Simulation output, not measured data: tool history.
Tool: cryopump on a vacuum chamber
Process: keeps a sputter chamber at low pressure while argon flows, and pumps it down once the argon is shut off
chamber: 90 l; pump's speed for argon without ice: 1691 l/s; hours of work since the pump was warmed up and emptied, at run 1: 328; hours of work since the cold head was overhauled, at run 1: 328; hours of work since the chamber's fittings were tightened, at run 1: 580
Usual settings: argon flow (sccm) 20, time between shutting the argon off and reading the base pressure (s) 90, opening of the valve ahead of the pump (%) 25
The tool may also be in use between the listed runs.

run	hour	argon flow (sccm)	time between shutting the argon off and reading the base pressure (s)	opening of the valve ahead of the pump (%)	hours of work since the pump was warmed up and emptied	hours of work since the cold head was overhauled	hours of work since the chamber's fittings were tightened	pressure while argon flows (Pa)	pressure after the wait (uPa)
1	0.0	20	90	25	328	328	580	0.0862	1.33
# hour 12.3: pump warmed up, emptied and cooled again
2	90.3	20	90	25	55	389	640	0.0804	1.30
3	134.7	20	90	25	87	420	672	0.0808	1.27
4	216.5	20	127	25	144	478	729	0.0821	1.04
5	275.7	20	127	25	186	520	771	0.0823	1.11
6	324.3	20	22	25	221	554	806	0.0838	3.88
7	391.8	20	90	25	268	602	853	0.0840	1.39
8	468.5	20	90	25	322	656	908	0.0847	1.47
# hour 487.9: pump warmed up, emptied and cooled again
9	531.3	20	90	25	31	697	948	0.0803	1.37
10	606.5	20	90	25	84	750	1002	0.0812	1.39
11	694.9	20	90	25	146	813	1064	0.0808	1.41
12	764.1	20	90	25	195	861	1113	0.0832	1.47
13	820.8	20	90	25	235	902	1153	0.0843	1.51
14	901.2	11	90	53	292	958	1210	0.0229	1.56
# hour 960.4: pump warmed up, emptied and cooled again
15	986.3	11	90	53	18	1015	1266	0.0207	1.50
16	1025.1	37	22	21	46	1042	1294	0.1772	3.99
17	1072.3	37	22	21	79	1076	1327	0.1802	4.08
18	1147.4	37	22	21	132	1129	1380	0.1804	4.15
19	1207.0	12	22	36	174	1171	1422	0.0352	4.15
20	1292.2	12	22	36	235	1231	1483	0.0355	4.17
21	1342.4	19	22	25	270	1267	1518	0.0801	4.33
22	1404.2	20	90	21	314	1310	1562	0.1022	1.69
# hour 1434.5: pump warmed up, emptied and cooled again
23	1481.6	20	174	21	33	1361	1613	0.0952	1.19
24	1533.6	22	46	49	70	1398	1650	0.0468	2.36
25	1603.2	16	90	44	119	1447	1699	0.0372	1.72
26	1657.2	20	33	44	157	1486	1737	0.0481	3.17

5 ways to go on from here, each from the tool as it stands after run 26. What would each give?
A	1723.9	20	33	47	205	1533	1784	?	?
B	1723.9	13	58	36	205	1533	1784	?	?
C	1723.9	21	266	23	205	1533	1784	?	?
D	1723.9	9	275	25	205	1533	1784	?	?
E	1723.9	25	166	48	205	1533	1784	?	?

run	pressure while argon flows (Pa)	pressure after the wait (uPa)
A	0.0467	3.21
B	0.0393	2.18
C	0.0942	1.20
D	0.0382	1.18
E	0.0567	1.34
Without the tool's hidden state the same runs would have given:
run	pressure while argon flows (Pa)	pressure after the wait (uPa)
A	0.0432	2.47
B	0.0370	1.46
C	0.0905	0.47
D	0.0366	0.46
E	0.0523	0.61

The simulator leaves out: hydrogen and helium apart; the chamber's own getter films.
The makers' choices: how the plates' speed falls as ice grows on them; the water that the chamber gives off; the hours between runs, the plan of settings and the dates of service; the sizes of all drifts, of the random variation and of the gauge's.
